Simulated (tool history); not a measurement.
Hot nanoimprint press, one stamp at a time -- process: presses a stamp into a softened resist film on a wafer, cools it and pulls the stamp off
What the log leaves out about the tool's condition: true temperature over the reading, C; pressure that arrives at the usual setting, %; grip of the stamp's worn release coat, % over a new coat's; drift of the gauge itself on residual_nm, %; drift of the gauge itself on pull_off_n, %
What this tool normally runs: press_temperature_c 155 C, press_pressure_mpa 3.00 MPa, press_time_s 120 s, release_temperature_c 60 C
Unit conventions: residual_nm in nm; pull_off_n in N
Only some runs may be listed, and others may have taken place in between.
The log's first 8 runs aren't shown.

| run | day | press_temperature_c | press_pressure_mpa | press_time_s | release_temperature_c | hours of work since the thermocouple was calibrated | imprints on the stamp's release coat | hours of work since the press's seals were changed | residual_nm | pull_off_n |
|---|---|---|---|---|---|---|---|---|---|---|
| 9 | 19.079 | 155 | 1.95 | 120 | 60 | 416 | 1289 | 239 | 166.2 | 128 |
| 10 | 21.329 | 155 | 1.95 | 120 | 60 | 443 | 1403 | 266 | 166.0 | 132 |
|  | 24.054 | plate thermocouple calibrated |
| 11 | 24.458 | 155 | 1.95 | 67 | 60 | 5 | 1555 | 302 | 183.5 | 133 |
| 12 | 25.838 | 155 | 1.95 | 67 | 60 | 21 | 1624 | 318 | 183.2 | 140 |
| 13 | 28.304 | 155 | 4.44 | 120 | 60 | 51 | 1749 | 348 | 109.6 | 137 |
| 14 | 29.871 | 155 | 4.44 | 120 | 60 | 69 | 1829 | 366 | 110.7 | 142 |
| 15 | 33.046 | 147 | 3.00 | 120 | 60 | 107 | 1989 | 404 | 173.6 | 150 |
|  | 36.529 | stamp cleaned and given a new release coat |
| 16 | 36.529 | 155 | 3.00 | 77 | 60 | 146 | 0 | 443 | 154.5 | 96 |
| 17 | 38.208 | 155 | 3.72 | 207 | 57 | 166 | 85 | 463 | 100.8 | 99 |
| 18 | 40.104 | 155 | 3.72 | 207 | 57 | 189 | 181 | 486 | 101.7 | 99 |
| 19 | 42.788 | 155 | 3.72 | 207 | 57 | 221 | 317 | 518 | 102.2 | 103 |
| 20 | 44.579 | 155 | 4.21 | 120 | 60 | 242 | 407 | 539 | 116.8 | 104 |
| 21 | 47.158 | 155 | 3.45 | 121 | 66 | 273 | 538 | 570 | 128.5 | 103 |
| 22 | 50.392 | 155 | 1.87 | 97 | 60 | 311 | 701 | 608 | 176.7 | 114 |
| 23 | 52.996 | 155 | 2.13 | 120 | 60 | 342 | 833 | 639 | 160.2 | 113 |
| 24 | 54.700 | 155 | 2.13 | 120 | 60 | 363 | 919 | 660 | 160.7 | 118 |
| 25 | 57.104 | 155 | 2.13 | 120 | 60 | 391 | 1041 | 688 | 160.9 | 119 |
| 26 | 59.317 | 159 | 2.65 | 176 | 54 | 418 | 1153 | 715 | 114.7 | 129 |
| 27 | 60.838 | 159 | 2.65 | 176 | 54 | 436 | 1230 | 733 | 114.6 | 135 |
|  | 64.096 | plate thermocouple calibrated |
| 28 | 64.196 | 163 | 2.20 | 100 | 61 | 1 | 1393 | 771 | 126.6 | 131 |
| 29 | 65.771 | 163 | 2.20 | 100 | 61 | 20 | 1473 | 790 | 125.9 | 131 |

Predict the results of run 30:
| 30 | 68.288 | 161 | 2.20 | 104 | 61 | 50 | 1601 | 820 | ? | ? |

residual_nm: 133.7 nm
pull_off_n: 135 N
Had the tool carried no hidden state, the very same run would have given residual_nm 130.2 nm, pull_off_n 96 N.
